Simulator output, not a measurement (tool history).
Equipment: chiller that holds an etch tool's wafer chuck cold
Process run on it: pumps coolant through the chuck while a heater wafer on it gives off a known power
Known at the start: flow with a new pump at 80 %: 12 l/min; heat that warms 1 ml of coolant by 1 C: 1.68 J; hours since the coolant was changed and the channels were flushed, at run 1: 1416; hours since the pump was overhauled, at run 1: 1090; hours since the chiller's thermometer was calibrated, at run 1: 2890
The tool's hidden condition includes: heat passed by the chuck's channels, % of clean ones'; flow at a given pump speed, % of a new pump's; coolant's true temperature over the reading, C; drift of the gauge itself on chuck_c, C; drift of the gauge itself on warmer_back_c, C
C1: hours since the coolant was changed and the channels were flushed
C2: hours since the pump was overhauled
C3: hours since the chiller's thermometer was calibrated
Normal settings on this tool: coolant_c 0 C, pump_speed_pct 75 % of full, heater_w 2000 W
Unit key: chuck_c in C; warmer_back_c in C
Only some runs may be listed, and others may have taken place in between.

{"run": 1, "hour": 0.0, "coolant_c": 0, "pump_speed_pct": 75, "heater_w": 2000, "C1": 1416, "C2": 1090, "C3": 2890, "chuck_c": 15.6, "warmer_back_c": 6.46}
{"run": 2, "hour": 37.8, "coolant_c": 0, "pump_speed_pct": 75, "heater_w": 2000, "C1": 1454, "C2": 1128, "C3": 2928, "chuck_c": 15.5, "warmer_back_c": 6.44}
{"run": 3, "hour": 102.6, "coolant_c": 0, "pump_speed_pct": 75, "heater_w": 2000, "C1": 1519, "C2": 1193, "C3": 2993, "chuck_c": 15.5, "warmer_back_c": 6.45}
{"run": 4, "hour": 155.3, "coolant_c": 0, "pump_speed_pct": 75, "heater_w": 2000, "C1": 1571, "C2": 1246, "C3": 3045, "chuck_c": 15.5, "warmer_back_c": 6.47}
{"run": 5, "hour": 222.1, "coolant_c": 0, "pump_speed_pct": 75, "heater_w": 2000, "C1": 1638, "C2": 1312, "C3": 3112, "chuck_c": 15.6, "warmer_back_c": 6.37}
{"run": 6, "hour": 257.4, "coolant_c": 0, "pump_speed_pct": 75, "heater_w": 2000, "C1": 1673, "C2": 1348, "C3": 3147, "chuck_c": 15.5, "warmer_back_c": 6.41}
{"run": 7, "hour": 290.5, "coolant_c": 0, "pump_speed_pct": 92, "heater_w": 2000, "C1": 1707, "C2": 1381, "C3": 3181, "chuck_c": 13.6, "warmer_back_c": 5.03}
{"run": 8, "hour": 353.9, "coolant_c": 0, "pump_speed_pct": 75, "heater_w": 2000, "C1": 1770, "C2": 1444, "C3": 3244, "chuck_c": 15.5, "warmer_back_c": 6.31}
{"run": 9, "hour": 417.9, "coolant_c": 0, "pump_speed_pct": 75, "heater_w": 2000, "C1": 1834, "C2": 1508, "C3": 3308, "chuck_c": 15.5, "warmer_back_c": 6.33}
{"run": 10, "hour": 478.5, "coolant_c": 10, "pump_speed_pct": 75, "heater_w": 2000, "C1": 1895, "C2": 1569, "C3": 3369, "chuck_c": 25.5, "warmer_back_c": 6.36}
{"run": 11, "hour": 527.5, "coolant_c": 0, "pump_speed_pct": 75, "heater_w": 2000, "C1": 1944, "C2": 1618, "C3": 3418, "chuck_c": 15.4, "warmer_back_c": 6.34}
{"run": 12, "hour": 572.2, "coolant_c": 0, "pump_speed_pct": 75, "heater_w": 2000, "C1": 1988, "C2": 1662, "C3": 3462, "chuck_c": 15.6, "warmer_back_c": 6.33}
{"run": 13, "hour": 625.4, "coolant_c": 0, "pump_speed_pct": 75, "heater_w": 2000, "C1": 2041, "C2": 1716, "C3": 3515, "chuck_c": 15.6, "warmer_back_c": 6.36}
{"run": 14, "hour": 687.1, "coolant_c": 0, "pump_speed_pct": 75, "heater_w": 2000, "C1": 2103, "C2": 1777, "C3": 3577, "chuck_c": 15.5, "warmer_back_c": 6.31}
{"run": 15, "hour": 725.7, "coolant_c": 0, "pump_speed_pct": 75, "heater_w": 2000, "C1": 2142, "C2": 1816, "C3": 3616, "chuck_c": 15.6, "warmer_back_c": 6.32}
{"run": 16, "hour": 767.8, "coolant_c": 0, "pump_speed_pct": 75, "heater_w": 2000, "C1": 2184, "C2": 1858, "C3": 3658, "chuck_c": 15.4, "warmer_back_c": 6.28}
{"run": 17, "hour": 832.8, "coolant_c": 0, "pump_speed_pct": 75, "heater_w": 2000, "C1": 2249, "C2": 1923, "C3": 3723, "chuck_c": 15.4, "warmer_back_c": 6.36}
{"run": 18, "hour": 882.4, "coolant_c": 8, "pump_speed_pct": 80, "heater_w": 1010, "C1": 2298, "C2": 1973, "C3": 3772, "chuck_c": 15.5, "warmer_back_c": 2.86}
{"run": 19, "hour": 949.9, "coolant_c": 8, "pump_speed_pct": 86, "heater_w": 1795, "C1": 2366, "C2": 2040, "C3": 3840, "chuck_c": 20.9, "warmer_back_c": 4.79}
{"run": 20, "hour": 1010.1, "coolant_c": 8, "pump_speed_pct": 86, "heater_w": 1795, "C1": 2426, "C2": 2100, "C3": 3900, "chuck_c": 20.5, "warmer_back_c": 4.8}
{"run": 21, "hour": 1078.6, "coolant_c": 8, "pump_speed_pct": 86, "heater_w": 1795, "C1": 2495, "C2": 2169, "C3": 3969, "chuck_c": 20.7, "warmer_back_c": 4.76}
{"run": 22, "hour": 1153.3, "coolant_c": -7, "pump_speed_pct": 82, "heater_w": 1580, "C1": 2569, "C2": 2244, "C3": 4043, "chuck_c": 4.4, "warmer_back_c": 4.4}
{"run": 23, "hour": 1194.6, "coolant_c": -7, "pump_speed_pct": 73, "heater_w": 1580, "C1": 2611, "C2": 2285, "C3": 4085, "chuck_c": 5.4, "warmer_back_c": 5.08}
{"run": 24, "hour": 1230.7, "coolant_c": 0, "pump_speed_pct": 71, "heater_w": 2000, "C1": 2647, "C2": 2321, "C3": 4121, "chuck_c": 16.1, "warmer_back_c": 6.68}
{"run": 25, "hour": 1293.2, "coolant_c": 0, "pump_speed_pct": 71, "heater_w": 2000, "C1": 2709, "C2": 2383, "C3": 4183, "chuck_c": 16.3, "warmer_back_c": 6.62}
{"run": 26, "hour": 1356.4, "coolant_c": -2, "pump_speed_pct": 71, "heater_w": 1900, "C1": 2772, "C2": 2447, "C3": 4246, "chuck_c": 13.4, "warmer_back_c": 6.31}
{"run": 27, "hour": 1388.5, "coolant_c": -2, "pump_speed_pct": 71, "heater_w": 1900, "C1": 2805, "C2": 2479, "C3": 4279, "chuck_c": 13.3, "warmer_back_c": 6.33}
{"run": 28, "hour": 1454.4, "coolant_c": -9, "pump_speed_pct": 86, "heater_w": 1524, "C1": 2870, "C2": 2545, "C3": 4344, "chuck_c": 1.6, "warmer_back_c": 3.98}

For run 29, what comes out?
{"run": 29, "hour": 1512.0, "coolant_c": 0, "pump_speed_pct": 75, "heater_w": 2210, "C1": 2928, "C2": 2602, "C3": 4402, "chuck_c": "?", "warmer_back_c": "?"}

{"run 29": {"chuck_c": 17.1, "warmer_back_c": 6.83}}
Had the tool carried no hidden state, the very same run would have given chuck_c 17.1 C, warmer_back_c 7.04 C.
